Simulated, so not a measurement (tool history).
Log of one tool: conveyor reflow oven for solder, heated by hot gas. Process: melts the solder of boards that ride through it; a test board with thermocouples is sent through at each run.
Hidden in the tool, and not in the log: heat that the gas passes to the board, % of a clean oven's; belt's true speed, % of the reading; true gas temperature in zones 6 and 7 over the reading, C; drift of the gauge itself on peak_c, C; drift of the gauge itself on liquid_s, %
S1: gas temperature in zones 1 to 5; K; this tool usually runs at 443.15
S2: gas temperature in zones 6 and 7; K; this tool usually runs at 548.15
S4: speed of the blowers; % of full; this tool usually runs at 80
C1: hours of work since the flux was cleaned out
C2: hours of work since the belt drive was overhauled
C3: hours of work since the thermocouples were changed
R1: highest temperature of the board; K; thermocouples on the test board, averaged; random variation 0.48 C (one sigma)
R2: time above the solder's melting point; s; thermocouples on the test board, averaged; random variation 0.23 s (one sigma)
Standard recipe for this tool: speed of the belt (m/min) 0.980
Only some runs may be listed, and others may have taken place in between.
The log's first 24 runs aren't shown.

run 25 hour=334.5 | S1=457.15 S2=539.15 speed_of_the_belt_(m/min)=0.808 S4=69 | C1=161 C2=76 C3=430 | R1=529.15 R2=50.7
run 26 hour=345.7 | S1=457.15 S2=539.15 speed_of_the_belt_(m/min)=0.808 S4=69 | C1=169 C2=85 C3=438 | R1=529.25 R2=50.4
run 27 hour=355.1 | S1=443.15 S2=548.15 speed_of_the_belt_(m/min)=0.914 S4=52 | C1=177 C2=92 C3=445 | R1=526.25 R2=39.3
run 28 hour=368.4 | S1=440.15 S2=542.15 speed_of_the_belt_(m/min)=0.819 S4=78 | C1=187 C2=102 C3=455 | R1=530.35 R2=46.1
run 29 hour=384.4 | S1=442.15 S2=543.15 speed_of_the_belt_(m/min)=0.819 S4=68 | C1=199 C2=114 C3=468 | R1=530.35 R2=45.7
run 30 hour=396.0 | S1=444.15 S2=552.15 speed_of_the_belt_(m/min)=0.882 S4=68 | C1=208 C2=123 C3=476 | R1=535.55 R2=45.3
-- hour=408.4 flux residue cleaned out of gas plates and filters
run 31 hour=415.5 | S1=443.15 S2=540.15 speed_of_the_belt_(m/min)=0.980 S4=60 | C1=5 C2=134 C3=487 | R1=522.15 R2=34.2
run 32 hour=423.4 | S1=436.15 S2=561.15 speed_of_the_belt_(m/min)=0.940 S4=53 | C1=11 C2=140 C3=493 | R1=539.25 R2=41.1

Consider 3 possible next runs. They are alternatives, not a sequence: every one starts from the tool as it was left by run 32. What does each give?
run A hour=440.5 | S1=432.15 S2=561.15 speed_of_the_belt_(m/min)=0.823 S4=55 | C1=24 C2=153 C3=506 | R1=? R2=?
run B hour=440.5 | S1=455.15 S2=560.15 speed_of_the_belt_(m/min)=0.933 S4=80 | C1=24 C2=153 C3=506 | R1=? R2=?
run C hour=440.5 | S1=450.15 S2=561.15 speed_of_the_belt_(m/min)=0.818 S4=70 | C1=24 C2=153 C3=506 | R1=? R2=?

run=A R1=542.65 R2=48.6
run=B R1=546.85 R2=48.6
run=C R1=549.45 R2=55.0
Take away the tool's hidden state, keep each run's random variation, and the runs would have read:
run=A R1=544.55 R2=49.2
run=B R1=548.65 R2=49.0
run=C R1=551.35 R2=55.3
